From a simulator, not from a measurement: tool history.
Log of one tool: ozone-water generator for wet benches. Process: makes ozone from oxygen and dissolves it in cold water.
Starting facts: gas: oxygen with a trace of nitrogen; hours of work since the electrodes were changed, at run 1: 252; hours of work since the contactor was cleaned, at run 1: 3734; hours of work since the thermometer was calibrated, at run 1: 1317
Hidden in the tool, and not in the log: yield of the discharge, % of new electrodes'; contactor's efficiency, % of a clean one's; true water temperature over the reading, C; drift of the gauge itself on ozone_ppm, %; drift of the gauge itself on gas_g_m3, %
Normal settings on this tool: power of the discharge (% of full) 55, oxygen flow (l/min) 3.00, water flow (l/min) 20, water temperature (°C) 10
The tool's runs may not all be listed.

| run | hour | power of the discharge (% of full) | oxygen flow (l/min) | water flow (l/min) | water temperature (°C) | hours of work since the electrodes were changed | hours of work since the contactor was cleaned | hours of work since the thermometer was calibrated | dissolved ozone (ppm) | ozone in the gas ahead of the water (g/m3) |
|---|---|---|---|---|---|---|---|---|---|---|
| 1 | 0.0 | 55 | 3.00 | 20 | 10 | 252 | 3734 | 1317 | 15.7 | 214.2 |
| 2 | 166.8 | 55 | 3.00 | 20 | 10 | 403 | 3884 | 1468 | 15.7 | 215.1 |
| 3 | 266.9 | 55 | 3.00 | 20 | 10 | 493 | 3975 | 1558 | 15.3 | 214.0 |
| 4 | 449.0 | 55 | 3.00 | 20 | 10 | 657 | 4139 | 1722 | 15.3 | 214.4 |
| 5 | 561.8 | 55 | 3.00 | 20 | 10 | 759 | 4240 | 1824 | 15.5 | 215.7 |
| 6 | 737.3 | 55 | 3.00 | 20 | 10 | 917 | 4399 | 1982 | 14.9 | 214.0 |
| 7 | 910.2 | 55 | 3.00 | 20 | 10 | 1073 | 4555 | 2138 | 15.0 | 214.2 |
|  | 924.0 | contactor cleaned |
| 8 | 1014.3 | 55 | 3.00 | 20 | 10 | 1163 | 81 | 2228 | 16.4 | 210.7 |
| 9 | 1165.5 | 55 | 3.00 | 20 | 10 | 1299 | 218 | 2365 | 16.3 | 214.7 |
| 10 | 1351.5 | 55 | 3.00 | 20 | 10 | 1467 | 385 | 2532 | 16.3 | 210.1 |
| 11 | 1547.1 | 55 | 3.00 | 20 | 10 | 1643 | 562 | 2709 | 15.7 | 209.2 |
|  | 1572.8 | water thermometer calibrated |
| 12 | 1700.0 | 55 | 2.75 | 20 | 10 | 1781 | 699 | 115 | 16.0 | 223.3 |
| 13 | 1860.5 | 55 | 2.75 | 20 | 10 | 1925 | 844 | 259 | 15.8 | 220.2 |
| 14 | 1961.9 | 55 | 2.75 | 20 | 10 | 2017 | 935 | 351 | 15.6 | 218.1 |
| 15 | 2142.0 | 55 | 2.75 | 20 | 10 | 2179 | 1098 | 513 | 15.3 | 219.3 |
| 16 | 2307.3 | 55 | 2.75 | 20 | 10 | 2328 | 1247 | 662 | 15.3 | 219.9 |
| 17 | 2447.7 | 55 | 3.00 | 26 | 10 | 2455 | 1373 | 789 | 11.7 | 206.8 |
| 18 | 2640.3 | 55 | 3.00 | 26 | 10 | 2629 | 1547 | 962 | 11.7 | 204.8 |
| 19 | 2807.4 | 55 | 3.00 | 26 | 10 | 2779 | 1698 | 1113 | 11.9 | 202.1 |
| 20 | 2985.2 | 55 | 3.00 | 26 | 10 | 2940 | 1858 | 1273 | 11.6 | 203.0 |
| 21 | 3154.0 | 51 | 3.00 | 20 | 10 | 3092 | 2010 | 1426 | 14.4 | 193.1 |
| 22 | 3295.4 | 77 | 2.30 | 20 | 6 | 3219 | 2138 | 1553 | 18.2 | 289.1 |
| 23 | 3410.0 | 55 | 3.05 | 16 | 11 | 3323 | 2241 | 1656 | 18.2 | 200.6 |
| 24 | 3571.7 | 55 | 3.05 | 16 | 11 | 3468 | 2387 | 1802 | 18.1 | 198.7 |
| 25 | 3686.9 | 45 | 3.05 | 16 | 6 | 3572 | 2491 | 1906 | 17.2 | 177.2 |
| 26 | 3781.3 | 45 | 3.05 | 16 | 6 | 3657 | 2576 | 1991 | 17.3 | 178.8 |
| 27 | 3883.5 | 45 | 3.05 | 16 | 6 | 3749 | 2668 | 2083 | 17.0 | 176.6 |
| 28 | 4066.3 | 45 | 3.05 | 16 | 6 | 3914 | 2833 | 2248 | 17.0 | 174.5 |
| 29 | 4197.5 | 45 | 3.05 | 16 | 6 | 4033 | 2951 | 2366 | 16.5 | 175.4 |
| 30 | 4378.8 | 45 | 3.05 | 16 | 6 | 4196 | 3114 | 2530 | 16.8 | 176.2 |
| 31 | 4550.2 | 45 | 3.05 | 16 | 6 | 4351 | 3269 | 2684 | 16.6 | 174.3 |
|  | 4609.3 | water thermometer calibrated |
| 32 | 4653.1 | 45 | 3.05 | 16 | 6 | 4443 | 3361 | 39 | 16.8 | 170.0 |
| 33 | 4810.1 | 45 | 3.05 | 24 | 6 | 4584 | 3503 | 181 | 10.8 | 172.4 |

Alternative continuations, all from the tool just after run 33; predict every row:
| A | 4985.6 | 86 | 3.05 | 22 | 6 | 4743 | 3661 | 339 | ? | ? |
| B | 4985.6 | 55 | 2.02 | 22 | 10 | 4743 | 3661 | 339 | ? | ? |
| C | 4985.6 | 55 | 4.32 | 15 | 6 | 4743 | 3661 | 339 | ? | ? |

| run | dissolved ozone (ppm) | ozone in the gas ahead of the water (g/m3) |
|---|---|---|
| A | 16.5 | 243.6 |
| B | 11.8 | 250.2 |
| C | 19.4 | 155.9 |
The same runs, with their run-to-run variation unchanged, on a tool lacking any hidden condition would have given:
| run | dissolved ozone (ppm) | ozone in the gas ahead of the water (g/m3) |
|---|---|---|
| A | 21.0 | 285.2 |
| B | 14.5 | 282.1 |
| C | 23.4 | 175.8 |
